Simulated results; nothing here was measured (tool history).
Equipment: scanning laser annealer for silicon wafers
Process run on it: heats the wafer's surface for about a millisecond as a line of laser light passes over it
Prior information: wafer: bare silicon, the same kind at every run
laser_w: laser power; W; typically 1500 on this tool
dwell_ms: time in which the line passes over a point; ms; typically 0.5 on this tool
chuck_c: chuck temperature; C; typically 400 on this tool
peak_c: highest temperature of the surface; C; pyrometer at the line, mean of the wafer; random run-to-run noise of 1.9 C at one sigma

run     day  laser_w  dwell_ms  chuck_c  peak_c
  1       0     1500       0.5      400    1195
  2   0.662     1500       0.5      400    1195
  3   1.012     1500       0.5      400    1192
  4   1.525     1500       0.5      400    1190
  5   1.908     1500       0.5      400    1192
  6   2.612     1500       0.5      400    1194
  7   3.242     1500       0.5      400    1188
  8   3.788     1500       0.5      400    1189
  9   4.083     1500     0.485      400    1178
 10   4.775     1500     0.485      400    1177
 11   5.446     1500     0.485      400    1176
 12   5.733     1500     0.485      400    1179
 13   6.429     1500       0.5      400    1188
 14   6.904     1500       0.5      400    1186
 15   7.429     1480       0.5      400    1172
 16   8.121     1637       0.5      400    1260
 17   8.704     1637       0.5      400    1263
 18   9.021     1467       0.5      400    1164
 19   9.392     1467       0.5      400    1166
 20    9.75     1467       0.5      400    1166
 21  10.246     1467       0.5      400    1161
 22  10.929     1300       0.5      365    1034
 23  11.629     1300       0.5      365    1033
 24  12.312     1457     0.415      387    1078
 25  12.604     1500     0.394      400    1094
 26  13.079     1568     0.456      433    1216
 27  13.683     1334     0.456      432    1086
 28  14.171     1334     0.456      432    1085
 29  14.542     1358     0.381      417    1033
 30  15.112     1334     0.486      433    1104
 31  15.583     1473     0.428      400    1108
 32  16.146     1500       0.5      375    1149
 33  16.479     1625     0.507      397    1242
 34  17.175     1603     0.533      389    1251
 35  17.608     1603     0.533      389    1245
 36  18.167     1603     0.508      372    1208
 37  18.512     1603     0.508      372    1210
 38    19.2     1557       0.5      385    1191
 39  19.504     1276     0.563      400    1081
 40      20     1276     0.563      400    1081
 41  20.575     1444     0.448      400    1102
 42  20.979     1358     0.565      400    1131

Each run again, without the hidden state but with its own random variation kept:
Unlogged tool condition in this case: light that passes the window, % of a clean one's; laser's true power over the reading, %; width of the line over the set one, %; drift of the gauge itself on peak_c, C.
run  peak_c
  1    1201
  2    1201
  3    1200
  4    1198
  5    1200
  6    1203
  7    1198
  8    1200
  9    1188
 10    1189
 11    1188
 12    1192
 13    1202
 14    1200
 15    1187
 16    1278
 17    1281
 18    1181
 19    1183
 20    1183
 21    1179
 22    1051
 23    1050
 24    1096
 25    1113
 26    1238
 27    1105
 28    1105
 29    1051
 30    1125
 31    1131
 32    1174
 33    1271
 34    1280
 35    1275
 36    1238
 37    1240
 38    1222
 39    1107
 40    1108
 41    1130
 42    1161
